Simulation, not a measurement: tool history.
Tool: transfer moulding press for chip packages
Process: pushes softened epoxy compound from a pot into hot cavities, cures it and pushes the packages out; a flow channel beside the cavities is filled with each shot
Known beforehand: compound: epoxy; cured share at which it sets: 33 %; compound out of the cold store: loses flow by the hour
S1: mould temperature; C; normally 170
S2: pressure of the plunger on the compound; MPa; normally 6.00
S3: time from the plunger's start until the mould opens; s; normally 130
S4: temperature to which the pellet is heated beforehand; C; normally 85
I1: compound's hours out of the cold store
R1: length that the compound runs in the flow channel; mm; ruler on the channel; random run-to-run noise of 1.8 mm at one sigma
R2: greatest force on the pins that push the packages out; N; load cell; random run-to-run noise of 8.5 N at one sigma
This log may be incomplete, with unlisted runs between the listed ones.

| run | hour | S1 | S2 | S3 | S4 | I1 | R1 | R2 |
|---|---|---|---|---|---|---|---|---|
| 1 | 0.0 | 170 | 6.00 | 130 | 85 | 35.0 | 608 | 396 |
| 2 | 24.0 | 170 | 6.00 | 130 | 85 | 42.7 | 589 | 505 |
| 3 | 39.3 | 170 | 6.00 | 130 | 85 | 11.0 | 650 | 577 |
| 4 | 60.8 | 170 | 6.00 | 130 | 85 | 25.4 | 620 | 611 |
| 5 | 93.9 | 170 | 6.00 | 130 | 85 | 32.8 | 600 | 636 |
|  | 105.6 | cavities cleaned with cleaning compound and waxed |
| 6 | 112.2 | 178 | 6.00 | 130 | 85 | 47.4 | 566 | 346 |
| 7 | 134.7 | 178 | 6.00 | 130 | 85 | 34.0 | 586 | 420 |
| 8 | 154.6 | 178 | 6.00 | 130 | 85 | 42.6 | 573 | 467 |
| 9 | 186.0 | 165 | 6.00 | 130 | 85 | 24.4 | 618 | 880 |
| 10 | 203.0 | 165 | 6.00 | 130 | 85 | 42.9 | 580 | 875 |
|  | 211.9 | cavities cleaned with cleaning compound and waxed |
| 11 | 232.4 | 170 | 5.02 | 130 | 85 | 46.5 | 519 | 460 |
|  | 256.2 | plunger's sealing rings changed |
| 12 | 256.2 | 170 | 5.02 | 130 | 85 | 21.2 | 591 | 574 |
| 13 | 283.4 | 170 | 5.02 | 164 | 85 | 36.2 | 561 | 529 |
| 14 | 313.2 | 170 | 5.02 | 164 | 75 | 38.6 | 551 | 556 |
|  | 321.4 | cavities cleaned with cleaning compound and waxed |
|  | 332.6 | mould's thermocouples calibrated |
| 15 | 337.0 | 170 | 5.02 | 164 | 75 | 45.7 | 538 | 387 |
| 16 | 368.1 | 170 | 5.02 | 164 | 75 | 41.0 | 543 | 467 |
| 17 | 390.5 | 168 | 6.00 | 147 | 76 | 9.1 | 658 | 602 |
| 18 | 424.9 | 168 | 6.00 | 147 | 76 | 24.0 | 621 | 613 |
|  | 431.1 | cavities cleaned with cleaning compound and waxed |
| 19 | 442.2 | 165 | 6.00 | 147 | 80 | 42.5 | 590 | 475 |
| 20 | 475.8 | 165 | 6.00 | 147 | 80 | 17.2 | 634 | 661 |
| 21 | 490.7 | 170 | 6.00 | 115 | 89 | 20.5 | 623 | 775 |
| 22 | 519.8 | 170 | 6.00 | 115 | 77 | 47.6 | 569 | 762 |
|  | 537.4 | cavities cleaned with cleaning compound and waxed |
| 23 | 555.9 | 167 | 4.77 | 115 | 77 | 28.2 | 537 | 736 |
|  | 576.7 | plunger's sealing rings changed |
| 24 | 592.8 | 163 | 6.15 | 141 | 85 | 22.5 | 657 | 768 |
| 25 | 613.2 | 163 | 6.15 | 141 | 85 | 13.8 | 675 | 884 |
| 26 | 637.5 | 178 | 6.85 | 113 | 93 | 35.9 | 642 | 600 |
|  | 645.9 | cavities cleaned with cleaning compound and waxed |
| 27 | 672.2 | 178 | 6.85 | 113 | 93 | 23.0 | 665 | 449 |
| 28 | 694.6 | 171 | 5.97 | 154 | 85 | 39.5 | 593 | 504 |

Consider 4 possible next runs. They are alternatives, not a sequence: every one starts from the tool as it was left by run 28. What does each give?
| A | 725.5 | 170 | 6.00 | 130 | 91 | 23.8 | ? | ? |
| B | 725.5 | 176 | 6.05 | 154 | 85 | 19.4 | ? | ? |
| C | 725.5 | 170 | 5.85 | 123 | 85 | 24.0 | ? | ? |
| D | 725.5 | 171 | 5.97 | 146 | 89 | 41.3 | ? | ? |

| run | R1 | R2 |
|---|---|---|
| A | 622 | 638 |
| B | 625 | 494 |
| C | 616 | 706 |
| D | 590 | 553 |
Had the tool no hidden state, the same runs would have come out as:
| run | R1 | R2 |
|---|---|---|
| A | 637 | 374 |
| B | 640 | 293 |
| C | 631 | 413 |
| D | 605 | 326 |

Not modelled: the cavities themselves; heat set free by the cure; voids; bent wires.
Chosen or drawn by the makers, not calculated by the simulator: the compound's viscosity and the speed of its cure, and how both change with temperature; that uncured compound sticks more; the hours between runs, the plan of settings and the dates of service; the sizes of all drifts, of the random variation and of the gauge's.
